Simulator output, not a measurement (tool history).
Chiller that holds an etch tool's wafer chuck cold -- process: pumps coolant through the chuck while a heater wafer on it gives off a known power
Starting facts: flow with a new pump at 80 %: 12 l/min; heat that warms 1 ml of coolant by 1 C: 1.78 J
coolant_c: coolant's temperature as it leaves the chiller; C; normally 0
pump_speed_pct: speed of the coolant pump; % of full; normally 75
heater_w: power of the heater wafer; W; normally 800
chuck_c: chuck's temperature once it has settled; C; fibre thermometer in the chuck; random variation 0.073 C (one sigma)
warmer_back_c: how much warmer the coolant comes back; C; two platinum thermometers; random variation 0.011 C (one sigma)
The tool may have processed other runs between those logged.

run 1 hour=0.0 | coolant_c=0 pump_speed_pct=75 heater_w=800 | chuck_c=5.68 warmer_back_c=2.55
run 2 hour=123.8 | coolant_c=0 pump_speed_pct=75 heater_w=800 | chuck_c=5.76 warmer_back_c=2.53
run 3 hour=231.3 | coolant_c=0 pump_speed_pct=75 heater_w=720 | chuck_c=5.13 warmer_back_c=2.28
run 4 hour=320.6 | coolant_c=0 pump_speed_pct=75 heater_w=720 | chuck_c=5.16 warmer_back_c=2.28
run 5 hour=439.5 | coolant_c=0 pump_speed_pct=75 heater_w=720 | chuck_c=5.31 warmer_back_c=2.29
run 6 hour=546.8 | coolant_c=0 pump_speed_pct=75 heater_w=720 | chuck_c=5.26 warmer_back_c=2.29
run 7 hour=603.8 | coolant_c=0 pump_speed_pct=75 heater_w=800 | chuck_c=6.04 warmer_back_c=2.55
run 8 hour=680.7 | coolant_c=0 pump_speed_pct=79 heater_w=800 | chuck_c=5.69 warmer_back_c=2.43
run 9 hour=776.2 | coolant_c=0 pump_speed_pct=75 heater_w=670 | chuck_c=4.69 warmer_back_c=2.15
-- hour=801.8 coolant pump overhauled
run 10 hour=900.2 | coolant_c=0 pump_speed_pct=75 heater_w=670 | chuck_c=4.62 warmer_back_c=2.04
-- hour=907.2 chiller's thermometer calibrated
run 11 hour=997.3 | coolant_c=0 pump_speed_pct=75 heater_w=670 | chuck_c=4.37 warmer_back_c=2.02
run 12 hour=1053.7 | coolant_c=-7 pump_speed_pct=75 heater_w=800 | chuck_c=-1.69 warmer_back_c=2.42
run 13 hour=1120.4 | coolant_c=0 pump_speed_pct=62 heater_w=800 | chuck_c=6.25 warmer_back_c=2.98
run 14 hour=1179.1 | coolant_c=0 pump_speed_pct=75 heater_w=846 | chuck_c=5.67 warmer_back_c=2.55
run 15 hour=1237.0 | coolant_c=0 pump_speed_pct=81 heater_w=846 | chuck_c=5.37 warmer_back_c=2.37
-- hour=1274.7 chiller's thermometer calibrated, once more
run 16 hour=1342.3 | coolant_c=0 pump_speed_pct=81 heater_w=846 | chuck_c=6.48 warmer_back_c=2.37
run 17 hour=1420.8 | coolant_c=-6 pump_speed_pct=99 heater_w=1164 | chuck_c=2.06 warmer_back_c=2.59
run 18 hour=1518.0 | coolant_c=-1 pump_speed_pct=93 heater_w=650 | chuck_c=3.61 warmer_back_c=1.55
run 19 hour=1591.7 | coolant_c=8 pump_speed_pct=83 heater_w=528 | chuck_c=12.09 warmer_back_c=1.44
run 20 hour=1649.8 | coolant_c=0 pump_speed_pct=75 heater_w=861 | chuck_c=7.07 warmer_back_c=2.63
run 21 hour=1745.6 | coolant_c=0 pump_speed_pct=75 heater_w=861 | chuck_c=7.22 warmer_back_c=2.62
run 22 hour=1866.8 | coolant_c=0 pump_speed_pct=68 heater_w=649 | chuck_c=5.74 warmer_back_c=2.22
run 23 hour=1954.8 | coolant_c=-10 pump_speed_pct=93 heater_w=601 | chuck_c=-5.62 warmer_back_c=1.45
run 24 hour=2085.8 | coolant_c=4 pump_speed_pct=60 heater_w=1073 | chuck_c=14.43 warmer_back_c=4.23
run 25 hour=2174.9 | coolant_c=-8 pump_speed_pct=75 heater_w=980 | chuck_c=0.31 warmer_back_c=3.00
-- hour=2206.8 coolant changed, channels flushed
run 26 hour=2261.2 | coolant_c=0 pump_speed_pct=70 heater_w=980 | chuck_c=6.82 warmer_back_c=3.26
run 27 hour=2361.0 | coolant_c=0 pump_speed_pct=70 heater_w=980 | chuck_c=6.91 warmer_back_c=3.29
run 28 hour=2454.5 | coolant_c=0 pump_speed_pct=89 heater_w=748 | chuck_c=4.55 warmer_back_c=1.93
run 29 hour=2562.7 | coolant_c=5 pump_speed_pct=69 heater_w=566 | chuck_c=8.84 warmer_back_c=1.93
run 30 hour=2635.8 | coolant_c=0 pump_speed_pct=68 heater_w=664 | chuck_c=4.63 warmer_back_c=2.32
run 31 hour=2768.2 | coolant_c=0 pump_speed_pct=68 heater_w=664 | chuck_c=4.70 warmer_back_c=2.31

Some steps in chuck_c between neighbouring runs. How much of each would the tool show without its hidden state too (settings, what came in, random variation), and how much is left for the hidden state, with any gauge scatter that isn't in both results?
Hidden state present: heat passed by the chuck's channels, % of clean ones'; flow at a given pump speed, % of a new pump's; coolant's true temperature over the reading, C; drift of the gauge itself on chuck_c, C; drift of the gauge itself on warmer_back_c, C.
Run 15 -> 16: chiller's thermometer calibrated, once more. chuck_c +1.11 C: hidden state +1.13, all else -0.02.
Run 22 -> 23: coolant_c 0 -> -10, pump_speed_pct 68 -> 93, heater_w 649 -> 601. chuck_c -11.36 C: hidden state -0.22, all else -11.14.
Run 23 -> 24: coolant_c -10 -> 4, pump_speed_pct 93 -> 60, heater_w 601 -> 1073. chuck_c +20.05 C: hidden state +1.14, all else +18.91.
Run 24 -> 25: coolant_c 4 -> -8, pump_speed_pct 60 -> 75, heater_w 1073 -> 980. chuck_c -14.12 C: hidden state -0.35, all else -13.77.
Run 25 -> 26: coolant_c -8 -> 0, pump_speed_pct 75 -> 70, coolant changed, channels flushed. chuck_c +6.51 C: hidden state -1.63, all else +8.14.
